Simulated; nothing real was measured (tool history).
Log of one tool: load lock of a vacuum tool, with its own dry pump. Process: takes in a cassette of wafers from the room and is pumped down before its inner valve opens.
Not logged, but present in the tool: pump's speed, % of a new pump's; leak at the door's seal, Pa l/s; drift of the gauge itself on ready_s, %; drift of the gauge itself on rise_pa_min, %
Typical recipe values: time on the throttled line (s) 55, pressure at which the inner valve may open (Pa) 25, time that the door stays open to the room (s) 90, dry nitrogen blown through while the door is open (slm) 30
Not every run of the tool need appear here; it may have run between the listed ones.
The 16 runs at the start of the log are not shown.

run    hour  time on the throttled line (s)  pressure at which the inner valve may open (Pa)  time that the door stays open to the room (s)  dry nitrogen blown through while the door is open (slm)  hours that the pump has run since its overhaul  times that the door has closed on its seal  incoming humidity of the room's air, %  time from the closed door until the inner valve may open (s)  rise of the pressure with all valves shut (Pa/min)
 17  1191.2                              55                                               25                                             90                                                       24                                           14042                                        1850                                    46.5                                                          84.2                                               0.029
 18  1255.5                              55                                               25                                             90                                                       24                                           14106                                        1942                                    41.4                                                          85.4                                               0.024
 19  1358.7                              55                                               25                                             90                                                       15                                           14209                                        2091                                    45.3                                                          85.3                                               0.037
 20  1418.1                              46                                               25                                            208                                                       15                                           14269                                        2177                                    43.9                                                          77.3                                               0.051
 21  1492.9                              46                                               26                                            208                                                       20                                           14343                                        2285                                    45.8                                                          78.1                                               0.052
 22  1550.8                              29                                               37                                             90                                                       30                                           14401                                        2368                                    42.7                                                          61.7                                               0.023
 23  1639.6                              29                                               37                                             90                                                       30                                           14490                                        2496                                    44.3                                                          60.6                                               0.027
 24  1739.7                              29                                               30                                             47                                                       30                                           14590                                        2641                                    47.2                                                          62.6                                               0.023
 25  1839.4                              55                                               19                                             90                                                       36                                           14690                                        2785                                    43.7                                                            87                                               0.021
 26    1904                              55                                               35                                             90                                                       36                                           14754                                        2878                                    45.6                                                          83.2                                               0.028
 27  1983.5                              55                                               35                                             90                                                       36                                           14834                                        2993                                    44.9                                                          83.2                                               0.027
 28  2080.4                              92                                               46                                             50                                                        7                                           14931                                        3132                                    42.9                                                         111.6                                               0.044
 29  2173.5                              92                                               46                                             50                                                        7                                           15024                                        3267                                    48.3                                                         111.4                                               0.044
 30  2275.9                              58                                               25                                             90                                                        6                                           15126                                        3414                                    41.1                                                          86.9                                                0.05
 31  2324.6                              55                                               21                                             40                                                       30                                           15175                                        3485                                    44.7                                                            87                                               0.026
 32  2385.9                              31                                               21                                             40                                                        6                                           15236                                        3573                                    44.4                                                          66.1                                               0.038
 33  2457.6                              35                                               37                                            112                                                       27                                           15308                                        3677                                      44                                                          66.9                                               0.032
 34  2513.3                              35                                               37                                            112                                                       27                                           15364                                        3757                                    45.1                                                          67.6                                               0.036
 35  2588.3                              35                                               46                                            112                                                       13                                           15439                                        3865                                    40.7                                                          66.1                                                0.04
 36  2643.3                              55                                               19                                             30                                                       44                                           15494                                        3944                                    47.8                                                          86.8                                               0.015
 37  2693.7                              55                                               25                                             88                                                        4                                           15544                                        4017                                    46.3                                                          86.2                                               0.063

What will run 38 give?
 38  2750.5                              55                                               25                                             88                                                        4                                           15601                                        4099                                    43.6                                                             ?                                                   ?

time from the closed door until the inner valve may open (s): 85.9
rise of the pressure with all valves shut (Pa/min): 0.062
Minus the tool's unlogged condition, the same run would have read time from the closed door until the inner valve may open (s) 79.5, rise of the pressure with all valves shut (Pa/min) 0.057.

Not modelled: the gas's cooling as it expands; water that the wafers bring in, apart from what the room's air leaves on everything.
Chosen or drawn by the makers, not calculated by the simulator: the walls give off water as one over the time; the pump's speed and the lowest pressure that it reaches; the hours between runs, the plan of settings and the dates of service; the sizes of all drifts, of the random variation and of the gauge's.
